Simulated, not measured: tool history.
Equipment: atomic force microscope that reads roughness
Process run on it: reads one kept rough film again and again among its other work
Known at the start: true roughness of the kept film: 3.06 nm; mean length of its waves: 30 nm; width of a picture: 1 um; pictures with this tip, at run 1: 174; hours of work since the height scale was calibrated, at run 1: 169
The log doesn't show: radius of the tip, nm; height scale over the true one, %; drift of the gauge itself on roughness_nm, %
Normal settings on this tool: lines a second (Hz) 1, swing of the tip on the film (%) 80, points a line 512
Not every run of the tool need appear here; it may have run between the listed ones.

| run | hour | lines a second (Hz) | swing of the tip on the film (%) | points a line | pictures with this tip | hours of work since the height scale was calibrated | roughness of the kept film (nm (root mean square)) |
|---|---|---|---|---|---|---|---|
| 1 | 0 | 1 | 80 | 512 | 174 | 169 | 2.568 |
| 2 | 3.8 | 1 | 80 | 512 | 179 | 171 | 2.545 |
| 3 | 8.7 | 1 | 80 | 512 | 186 | 174 | 2.542 |
| 4 | 17.2 | 1 | 80 | 512 | 199 | 178 | 2.554 |
| 5 | 24.9 | 1 | 55 | 512 | 210 | 182 | 2.709 |
| 6 | 31.1 | 1 | 80 | 760 | 219 | 185 | 2.551 |
| 7 | 39.3 | 1 | 56 | 512 | 231 | 189 | 2.712 |
| 8 | 47.6 | 1.13 | 80 | 512 | 243 | 193 | 2.541 |
| 9 | 51.7 | 1.13 | 80 | 512 | 249 | 195 | 2.523 |
|  | 54.1 | new tip fitted |
| 10 | 59.5 | 1.13 | 80 | 512 | 8 | 199 | 2.517 |
| 11 | 65.3 | 1.13 | 80 | 512 | 16 | 202 | 2.523 |
| 12 | 71.4 | 0.96 | 80 | 512 | 25 | 205 | 2.563 |
| 13 | 78.6 | 0.96 | 80 | 512 | 35 | 209 | 2.56 |
| 14 | 82.7 | 0.96 | 80 | 512 | 42 | 211 | 2.569 |
| 15 | 86.5 | 1 | 77 | 512 | 47 | 213 | 2.599 |
| 16 | 94.5 | 1 | 80 | 512 | 59 | 217 | 2.557 |
| 17 | 102.6 | 1.6 | 80 | 512 | 70 | 221 | 2.444 |
| 18 | 110.3 | 1.6 | 80 | 512 | 82 | 224 | 2.45 |
| 19 | 118.7 | 1.6 | 80 | 512 | 94 | 229 | 2.436 |
| 20 | 127.6 | 1 | 80 | 512 | 107 | 233 | 2.561 |
| 21 | 133.5 | 0.62 | 80 | 512 | 115 | 236 | 2.626 |
| 22 | 140.7 | 0.62 | 80 | 512 | 126 | 240 | 2.634 |
| 23 | 144.5 | 1 | 80 | 512 | 131 | 242 | 2.543 |
| 24 | 153 | 1 | 80 | 512 | 144 | 246 | 2.541 |
| 25 | 161 | 1 | 80 | 512 | 156 | 250 | 2.546 |
| 26 | 166.7 | 1 | 80 | 512 | 164 | 253 | 2.557 |
| 27 | 174.8 | 1 | 80 | 512 | 176 | 257 | 2.555 |
| 28 | 182.1 | 1 | 80 | 940 | 186 | 260 | 2.552 |
| 29 | 190.2 | 1 | 82 | 559 | 198 | 265 | 2.523 |
| 30 | 197.4 | 1 | 82 | 559 | 208 | 268 | 2.515 |
| 31 | 203.8 | 0.91 | 80 | 349 | 218 | 271 | 2.535 |
| 32 | 211.3 | 0.91 | 80 | 349 | 229 | 275 | 2.541 |
| 33 | 216.2 | 0.89 | 57 | 563 | 236 | 278 | 2.723 |
| 34 | 224.6 | 0.89 | 57 | 563 | 248 | 282 | 2.73 |
|  | 227.7 | new tip fitted |
| 35 | 232.5 | 0.89 | 57 | 563 | 7 | 285 | 2.73 |
| 36 | 238.5 | 0.89 | 57 | 563 | 16 | 288 | 2.731 |
| 37 | 244.3 | 0.89 | 57 | 563 | 24 | 291 | 2.752 |
| 38 | 250.5 | 0.63 | 57 | 524 | 33 | 294 | 2.746 |
| 39 | 258.8 | 0.63 | 57 | 524 | 45 | 299 | 2.759 |
| 40 | 263.7 | 0.93 | 58 | 296 | 52 | 301 | 2.709 |
| 41 | 271.1 | 0.72 | 88 | 278 | 63 | 305 | 2.521 |
| 42 | 275.9 | 2.71 | 64 | 800 | 70 | 307 | 2.549 |
| 43 | 282.3 | 2.58 | 68 | 512 | 79 | 310 | 2.486 |
| 44 | 287.9 | 2.58 | 68 | 512 | 87 | 313 | 2.482 |
| 45 | 295.9 | 0.97 | 68 | 257 | 99 | 317 | 2.624 |
| 46 | 300.4 | 2.06 | 60 | 467 | 106 | 319 | 2.621 |
| 47 | 306.6 | 2.06 | 60 | 467 | 115 | 323 | 2.614 |
| 48 | 310.6 | 2.06 | 60 | 467 | 120 | 325 | 2.637 |
| 49 | 314.5 | 0.84 | 62 | 703 | 126 | 327 | 2.721 |
| 50 | 318.7 | 0.84 | 62 | 703 | 132 | 329 | 2.726 |
| 51 | 323.9 | 1 | 71 | 512 | 140 | 331 | 2.635 |
| 52 | 333 | 1 | 71 | 512 | 153 | 336 | 2.635 |
| 53 | 341.3 | 1.12 | 83 | 933 | 165 | 340 | 2.487 |
| 54 | 346.8 | 1.12 | 83 | 933 | 173 | 343 | 2.491 |

Each row is a separate what-if for the run after 54, all from the same tool condition, not one after another. Results?
| A | 355.5 | 0.61 | 63 | 786 | 186 | 347 | ? |
| B | 355.5 | 0.86 | 56 | 933 | 186 | 347 | ? |
| C | 355.5 | 0.96 | 87 | 283 | 186 | 347 | ? |

| run | roughness of the kept film (nm (root mean square)) |
|---|---|
| A | 2.734 |
| B | 2.734 |
| C | 2.475 |
The same runs, with their run-to-run variation unchanged, on a tool lacking any hidden condition would have given:
| run | roughness of the kept film (nm (root mean square)) |
|---|---|
| A | 2.741 |
| B | 2.741 |
| C | 2.482 |
